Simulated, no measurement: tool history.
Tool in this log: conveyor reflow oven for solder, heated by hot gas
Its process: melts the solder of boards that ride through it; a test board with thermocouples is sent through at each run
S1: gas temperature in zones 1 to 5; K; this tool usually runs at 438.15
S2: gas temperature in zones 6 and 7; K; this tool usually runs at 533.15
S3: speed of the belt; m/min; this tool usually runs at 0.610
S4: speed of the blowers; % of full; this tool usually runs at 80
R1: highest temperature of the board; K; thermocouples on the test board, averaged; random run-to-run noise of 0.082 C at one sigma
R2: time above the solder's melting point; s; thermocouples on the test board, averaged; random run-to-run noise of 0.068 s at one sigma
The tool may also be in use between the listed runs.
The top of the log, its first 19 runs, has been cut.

{"run": 20, "hour": 299.5, "S1": 449.15, "S2": 525.15, "S3": 0.514, "S4": 80, "R1": 519.85, "R2": 62.37}
{"run": 21, "hour": 320.5, "S1": 449.15, "S2": 525.15, "S3": 0.584, "S4": 79, "R1": 517.65, "R2": 51.87}
{"run": 22, "hour": 338.0, "S1": 447.15, "S2": 525.15, "S3": 0.584, "S4": 85, "R1": 518.27, "R2": 52.27}
{"run": 23, "hour": 359.6, "S1": 438.15, "S2": 533.15, "S3": 0.727, "S4": 56, "R1": 511.06, "R2": 29.41}
{"run": 24, "hour": 376.7, "S1": 438.15, "S2": 533.15, "S3": 0.727, "S4": 56, "R1": 511.05, "R2": 29.52}
{"run": 25, "hour": 388.7, "S1": 438.15, "S2": 533.15, "S3": 0.56, "S4": 61, "R1": 521.11, "R2": 51.61}
{"run": 26, "hour": 402.9, "S1": 438.15, "S2": 540.15, "S3": 0.52, "S4": 80, "R1": 533.29, "R2": 65.79}
{"run": 27, "hour": 421.3, "S1": 438.15, "S2": 540.15, "S3": 0.52, "S4": 80, "R1": 533.19, "R2": 66.08}
{"run": 28, "hour": 432.1, "S1": 438.15, "S2": 540.15, "S3": 0.52, "S4": 80, "R1": 533.31, "R2": 66.01}
{"run": 29, "hour": 452.3, "S1": 444.15, "S2": 522.15, "S3": 0.677, "S4": 62, "R1": 507.32, "R2": 31.22}

For run 30, what comes out?
{"run": 30, "hour": 462.7, "S1": 437.15, "S2": 538.15, "S3": 0.575, "S4": 72, "R1": "?", "R2": "?"}

R1: 527.61 K
R2: 54.90 s
If the tool had no hidden condition, the same run with the same run-to-run variation would have returned R1 527.61 K, R2 54.91 s.

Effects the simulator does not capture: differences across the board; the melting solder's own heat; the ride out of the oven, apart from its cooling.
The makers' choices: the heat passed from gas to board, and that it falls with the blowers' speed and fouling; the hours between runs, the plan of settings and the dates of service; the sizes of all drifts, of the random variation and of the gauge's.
